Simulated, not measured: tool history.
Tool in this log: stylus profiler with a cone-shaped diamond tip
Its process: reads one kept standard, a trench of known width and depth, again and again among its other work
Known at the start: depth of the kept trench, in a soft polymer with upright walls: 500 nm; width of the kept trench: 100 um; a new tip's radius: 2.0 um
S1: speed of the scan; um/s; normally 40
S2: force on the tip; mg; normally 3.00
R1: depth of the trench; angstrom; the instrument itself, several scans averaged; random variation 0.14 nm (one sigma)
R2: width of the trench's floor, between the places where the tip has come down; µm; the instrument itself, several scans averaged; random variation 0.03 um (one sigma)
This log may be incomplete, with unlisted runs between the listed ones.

run,hour,S1,S2,R1,R2
1,0.0,40,3.00,5094.7,97.21
2,18.4,40,3.00,5095.2,97.21
3,30.0,99,3.00,5099.7,97.03
4,48.0,99,3.00,5099.7,97.04
5,59.7,40,2.11,5076.5,97.21
6,80.8,40,2.11,5080.0,97.21
# hour 89.5: new tip fitted, height scale calibrated
7,99.6,40,2.11,5076.7,97.24
8,123.4,40,3.00,5098.6,97.19
9,138.3,40,3.00,5096.7,97.21
10,152.5,40,3.00,5095.8,97.26
11,171.4,155,3.00,5097.1,96.84
12,195.3,155,3.00,5096.4,96.79
13,210.1,46,3.00,5096.6,97.21
14,235.4,26,1.14,5051.4,97.21
15,250.9,26,1.73,5067.2,97.25
16,266.0,25,1.30,5054.2,97.24
17,283.8,112,3.00,5097.9,96.96
18,307.6,63,3.95,5119.1,97.12
19,331.8,114,1.99,5073.8,96.85
20,353.6,102,6.40,5162.9,97.16
21,372.3,16,8.51,5196.0,97.27
22,386.9,144,8.84,5199.4,97.06
23,403.9,116,6.17,5157.3,97.06
24,415.5,116,6.17,5157.3,97.05
25,440.0,142,2.14,5079.5,96.79

What if the next run were any one of these 5? Each begins from the tool's condition after run 25:
A,462.2,40,2.63,?,?
B,462.2,29,3.98,?,?
C,462.2,50,3.02,?,?
D,462.2,55,8.41,?,?
E,462.2,14,1.39,?,?

run,R1,R2
A,5087.2,97.19
B,5117.6,97.23
C,5095.1,97.16
D,5192.4,97.33
E,5057.4,97.30
Without the tool's hidden state the same runs would have given:
run,R1,R2
A,5087.3,97.20
B,5117.7,97.24
C,5095.2,97.17
D,5192.5,97.34
E,5057.5,97.31
